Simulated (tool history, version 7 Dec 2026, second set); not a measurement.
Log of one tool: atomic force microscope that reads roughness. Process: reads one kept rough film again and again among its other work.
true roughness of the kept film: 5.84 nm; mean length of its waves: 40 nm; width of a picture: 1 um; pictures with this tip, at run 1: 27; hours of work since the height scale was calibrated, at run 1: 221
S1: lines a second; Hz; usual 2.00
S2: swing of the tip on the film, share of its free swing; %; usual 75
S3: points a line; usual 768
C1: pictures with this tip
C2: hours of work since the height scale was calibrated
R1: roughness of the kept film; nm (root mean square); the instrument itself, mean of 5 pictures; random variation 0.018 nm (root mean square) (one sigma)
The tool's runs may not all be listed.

run   hour    S1  S2   S3   C1   C2     R1
  1    0.0  2.00  75  768   27  221  4.206
  2    8.0  2.97  75  768   38  225  3.910
  3   14.1  2.97  75  768   45  228  3.883
  4   24.6  1.86  75  768   59  233  4.090
  5   30.6  1.86  75  768   66  236  4.047
  6   42.5  1.86  63  768   81  242  4.222
  7   54.3  1.82  75  768   96  248  3.893
  8   65.0  1.82  75  768  110  253  3.819
  9   70.8  2.18  75  768  117  256  3.714
 10   76.7  2.18  75  768  125  259  3.681
 11   85.7  2.18  75  768  136  264  3.632
 12   90.9  2.00  87  768  143  266  3.289
 13  103.2  2.00  87  768  158  273  3.222
 14  110.2  2.00  75  768  167  276  3.556
 15  119.3  2.00  75  768  179  281  3.471
 16  128.8  2.00  75  768  191  285  3.417
 17  135.4  2.00  75  768  199  289  3.411
 18  144.6  2.00  75  837  211  293  3.358
 19  155.6  0.58  80  642  225  299  3.622
 20  161.9  1.22  75  421  233  302  3.473
 21  168.1  1.59  75  421  241  305  3.310
 22  175.6  1.59  75  421  250  309  3.318
 23  180.6  0.57  69  320  257  312  3.560
 24  187.9  0.57  69  320  266  315  3.532
     189.9  -- height scale calibrated on a step standard
 25  199.7  0.55  77  869  280    5  3.447
 26  206.1  3.61  87  300  288    8  2.360
 27  211.6  3.84  62  554  295   11  3.119
 28  221.5  2.00  66  347  307   16  3.197
     223.0  -- new tip fitted
 29  233.8  2.93  75  488   13   22  4.042
     245.6  -- height scale calibrated on a step standard, once more
 30  245.7  2.00  57  916   27    0  4.598
 31  250.7  0.78  75  971   33    3  4.537
 32  258.4  1.13  74  356   43    6  4.385
 33  267.0  1.70  78  433   54   11  4.052
 34  276.5  1.70  78  433   66   16  3.956
 35  287.7  1.70  78  433   80   21  3.915

Hidden state at the last listed run before each entry between runs and at the first one after, where it differs:
Between runs 24 and 25: height scale calibrated on a step standard (hour 189.9)
  radius of the tip, nm: 41.2 -> 42.6; height scale over the true one, %: -0.21 -> -0.24
  measured less the result without the state, R1: -1.399 -> -1.431 nm (root mean square)
Between runs 28 and 29: new tip fitted (hour 223.0)
  radius of the tip, nm: 45.5 -> 12.2
  measured less the result without the state, R1: -1.444 -> -0.124 nm (root mean square)
Between runs 29 and 30: height scale calibrated on a step standard, once more (hour 245.6)
  radius of the tip, nm: 12.2 -> 13.9; height scale over the true one, %: -0.25 -> -0.16
  measured less the result without the state, R1: -0.124 -> -0.232 nm (root mean square)
